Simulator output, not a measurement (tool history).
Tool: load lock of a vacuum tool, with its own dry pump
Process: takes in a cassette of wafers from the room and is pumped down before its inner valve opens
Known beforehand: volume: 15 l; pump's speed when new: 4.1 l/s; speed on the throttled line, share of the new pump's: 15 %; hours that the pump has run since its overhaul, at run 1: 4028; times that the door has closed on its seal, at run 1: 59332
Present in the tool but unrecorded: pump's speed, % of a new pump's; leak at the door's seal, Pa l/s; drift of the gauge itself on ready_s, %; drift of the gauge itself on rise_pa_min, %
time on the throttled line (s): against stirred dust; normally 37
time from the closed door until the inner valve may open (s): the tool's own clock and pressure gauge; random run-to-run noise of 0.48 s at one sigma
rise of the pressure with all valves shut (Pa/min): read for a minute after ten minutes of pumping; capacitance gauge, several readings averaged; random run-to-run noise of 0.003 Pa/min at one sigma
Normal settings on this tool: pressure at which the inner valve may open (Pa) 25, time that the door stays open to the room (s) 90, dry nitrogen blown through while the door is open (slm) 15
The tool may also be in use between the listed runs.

run    hour  time on the throttled line (s)  pressure at which the inner valve may open (Pa)  time that the door stays open to the room (s)  dry nitrogen blown through while the door is open (slm)  hours that the pump has run since its overhaul  times that the door has closed on its seal  incoming humidity of the room's air, %  time from the closed door until the inner valve may open (s)  rise of the pressure with all valves shut (Pa/min)
  1       0                              37                                               25                                             90                                                       15                                            4028                                       59332                                    45.4                                                          62.4                                               0.185
  2   191.7                              37                                               25                                             90                                                       15                                            4220                                       59965                                    44.7                                                          62.7                                               0.184
  3   534.2                              37                                               27                                             90                                                       15                                            4562                                       61096                                    45.8                                                          62.8                                               0.192
  4   918.9                              37                                               27                                             90                                                       15                                            4947                                       62367                                    47.4                                                          62.9                                               0.196
  5  1210.6                              37                                               25                                             90                                                       15                                            5239                                       63330                                    48.2                                                          64.4                                               0.198
  6  1679.6                              37                                               25                                             90                                                       15                                            5708                                       64879                                    46.6                                                            64                                               0.204
  7  1903.6                              37                                               25                                             90                                                       15                                            5932                                       65619                                    41.6                                                          63.9                                               0.203
  8  2306.4                              37                                               25                                             90                                                       15                                            6334                                       66949                                    50.1                                                          65.1                                               0.221
  9  2502.4                              37                                               25                                             90                                                       15                                            6530                                       67597                                    41.8                                                          65.1                                               0.213
 10  2758.4                              37                                               25                                             90                                                       15                                            6786                                       68443                                    44.3                                                          64.1                                                0.22
 11  3028.2                              41                                               33                                             76                                                       15                                            7056                                       69334                                    42.7                                                          66.9                                               0.227
 12  3227.2                              41                                               33                                             76                                                       15                                            7255                                       69991                                    43.7                                                          66.6                                               0.224
 13  3569.3                              71                                               25                                            150                                                        5                                            7597                                       71121                                    45.1                                                          93.4                                                0.28
 14  3856.1                              33                                               23                                            108                                                       37                                            7884                                       72068                                    47.4                                                          62.1                                               0.218
 15  4069.5                              33                                               23                                            108                                                       37                                            8097                                       72773                                    43.9                                                            62                                               0.236
 16  4429.7                              37                                               25                                            157                                                       15                                            8458                                       73963                                    45.8                                                          65.5                                               0.252
     4705.5  -- door's seal changed, seat wiped
 17    4784                              37                                               46                                            146                                                       15                                            8810                                         259                                    48.3                                                          63.7                                               0.052
 18  5117.2                              38                                               42                                             98                                                       24                                            9144                                        1359                                    46.4                                                          64.9                                               0.029
 19  5384.9                              31                                               28                                            118                                                        5                                            9411                                        2243                                    47.3                                                          60.6                                               0.077
 20  5713.2                              22                                               19                                             49                                                       11                                            9740                                        3328                                    41.8                                                          55.6                                                0.04

Some steps in time from the closed door until the inner valve may open (s) between neighbouring runs. How much of each would the tool show without its hidden state too (settings, what came in, random variation), and how much is left for the hidden state, with any gauge scatter that isn't in both results?
Run 12 -> 13: time on the throttled line (s) 41 -> 71, pressure at which the inner valve may open (Pa) 33 -> 25, time that the door stays open to the room (s) 76 -> 150, dry nitrogen blown through while the door is open (slm) 15 -> 5. time from the closed door until the inner valve may open (s) +26.8: hidden state -0.1, all else +26.9.
Run 13 -> 14: time on the throttled line (s) 71 -> 33, pressure at which the inner valve may open (Pa) 25 -> 23, time that the door stays open to the room (s) 150 -> 108, dry nitrogen blown through while the door is open (slm) 5 -> 37. time from the closed door until the inner valve may open (s) -31.3: hidden state +1, all else -32.3.
Run 19 -> 20: time on the throttled line (s) 31 -> 22, pressure at which the inner valve may open (Pa) 28 -> 19, time that the door stays open to the room (s) 118 -> 49, dry nitrogen blown through while the door is open (slm) 5 -> 11. time from the closed door until the inner valve may open (s) -5: hidden state +0.8, all else -5.8.
